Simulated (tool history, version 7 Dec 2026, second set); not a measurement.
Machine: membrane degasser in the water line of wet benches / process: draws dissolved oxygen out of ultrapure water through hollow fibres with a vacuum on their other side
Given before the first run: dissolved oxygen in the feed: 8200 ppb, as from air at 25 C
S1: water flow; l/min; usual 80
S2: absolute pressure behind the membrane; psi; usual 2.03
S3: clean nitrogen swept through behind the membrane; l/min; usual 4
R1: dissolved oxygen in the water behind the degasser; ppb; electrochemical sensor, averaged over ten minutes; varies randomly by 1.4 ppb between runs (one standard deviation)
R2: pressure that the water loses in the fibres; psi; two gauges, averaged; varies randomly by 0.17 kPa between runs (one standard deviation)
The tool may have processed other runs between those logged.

{"run": 1, "hour": 0.0, "S1": 80, "S2": 2.03, "S3": 4, "R1": 471.1, "R2": 4.076}
{"run": 2, "hour": 65.7, "S1": 97, "S2": 2.03, "S3": 4, "R1": 555.2, "R2": 4.917}
{"run": 3, "hour": 125.7, "S1": 97, "S2": 2.03, "S3": 4, "R1": 558.3, "R2": 4.924}
{"run": 4, "hour": 186.1, "S1": 80, "S2": 2.03, "S3": 5.24, "R1": 375.7, "R2": 4.073}
{"run": 5, "hour": 230.5, "S1": 80, "S2": 2.03, "S3": 5.24, "R1": 377.4, "R2": 4.083}
{"run": 6, "hour": 294.5, "S1": 80, "S2": 2.03, "S3": 4, "R1": 470.6, "R2": 4.084}
{"run": 7, "hour": 342.3, "S1": 80, "S2": 2.03, "S3": 4, "R1": 470.6, "R2": 4.052}
{"run": 8, "hour": 404.9, "S1": 80, "S2": 2.03, "S3": 4, "R1": 472.2, "R2": 4.076}
{"run": 9, "hour": 476.2, "S1": 80, "S2": 2.03, "S3": 4, "R1": 473.6, "R2": 4.042}
{"run": 10, "hour": 520.2, "S1": 80, "S2": 2.03, "S3": 4, "R1": 474.9, "R2": 4.094}
{"run": 11, "hour": 583.3, "S1": 57, "S2": 2.03, "S3": 4, "R1": 350.8, "R2": 2.898}
{"run": 12, "hour": 662.0, "S1": 80, "S2": 2.03, "S3": 4, "R1": 476.4, "R2": 4.057}
{"run": 13, "hour": 703.9, "S1": 80, "S2": 2.03, "S3": 10.69, "R1": 205.2, "R2": 4.11}
{"run": 14, "hour": 769.5, "S1": 122, "S2": 2.03, "S3": 4, "R1": 687.2, "R2": 6.182}
{"run": 15, "hour": 832.9, "S1": 122, "S2": 2.03, "S3": 4, "R1": 687.8, "R2": 6.232}
{"run": 16, "hour": 867.3, "S1": 80, "S2": 2.03, "S3": 4, "R1": 481.5, "R2": 4.06}
{"run": 17, "hour": 923.1, "S1": 80, "S2": 2.03, "S3": 4, "R1": 478.6, "R2": 4.054}
{"run": 18, "hour": 959.4, "S1": 76, "S2": 2.78, "S3": 2.35, "R1": 1013.1, "R2": 3.871}
{"hour": 968.8, "done": "gauge calibrated"}
{"run": 19, "hour": 1028.0, "S1": 76, "S2": 2.78, "S3": 2.35, "R1": 977, "R2": 3.877}
{"run": 20, "hour": 1065.5, "S1": 76, "S2": 2.78, "S3": 2.35, "R1": 983.6, "R2": 3.887}
{"run": 21, "hour": 1113.6, "S1": 80, "S2": 2.06, "S3": 7.58, "R1": 277.8, "R2": 4.061}
{"run": 22, "hour": 1192.7, "S1": 80, "S2": 2.7, "S3": 11.13, "R1": 272.2, "R2": 4.031}
{"run": 23, "hour": 1232.0, "S1": 115, "S2": 2.03, "S3": 4, "R1": 646.8, "R2": 5.839}
{"run": 24, "hour": 1287.3, "S1": 92, "S2": 3.97, "S3": 3.9, "R1": 1125.5, "R2": 4.688}
{"run": 25, "hour": 1341.6, "S1": 92, "S2": 3.97, "S3": 3.9, "R1": 1120, "R2": 4.657}
{"run": 26, "hour": 1421.6, "S1": 80, "S2": 1.83, "S3": 4, "R1": 416.4, "R2": 4.077}
{"run": 27, "hour": 1497.9, "S1": 79, "S2": 3.96, "S3": 4, "R1": 975.1, "R2": 4.015}
{"run": 28, "hour": 1550.1, "S1": 79, "S2": 3.96, "S3": 4, "R1": 975.8, "R2": 4.052}
{"run": 29, "hour": 1627.2, "S1": 79, "S2": 3.96, "S3": 4, "R1": 978.6, "R2": 3.994}
{"run": 30, "hour": 1669.5, "S1": 53, "S2": 1.23, "S3": 2.8, "R1": 228.4, "R2": 2.727}
{"run": 31, "hour": 1736.7, "S1": 72, "S2": 2.03, "S3": 2.77, "R1": 589.7, "R2": 3.684}

3 options for the next run, each taken on its own from the tool as it stands now. Forecast them:
{"run": "A", "hour": 1797.1, "S1": 121, "S2": 4.18, "S3": 2.77, "R1": "?", "R2": "?"}
{"run": "B", "hour": 1797.1, "S1": 63, "S2": 2.03, "S3": 4.32, "R1": "?", "R2": "?"}
{"run": "C", "hour": 1797.1, "S1": 80, "S2": 2.32, "S3": 4, "R1": "?", "R2": "?"}

run=A R1=1864.1 R2=6.125
run=B R1=360.4 R2=3.233
run=C R1=560.1 R2=4.064
What these runs would have given with no unlogged condition in the tool:
run=A R1=1826.1 R2=6.123
run=B R1=352.9 R2=3.231
run=C R1=548.4 R2=4.063
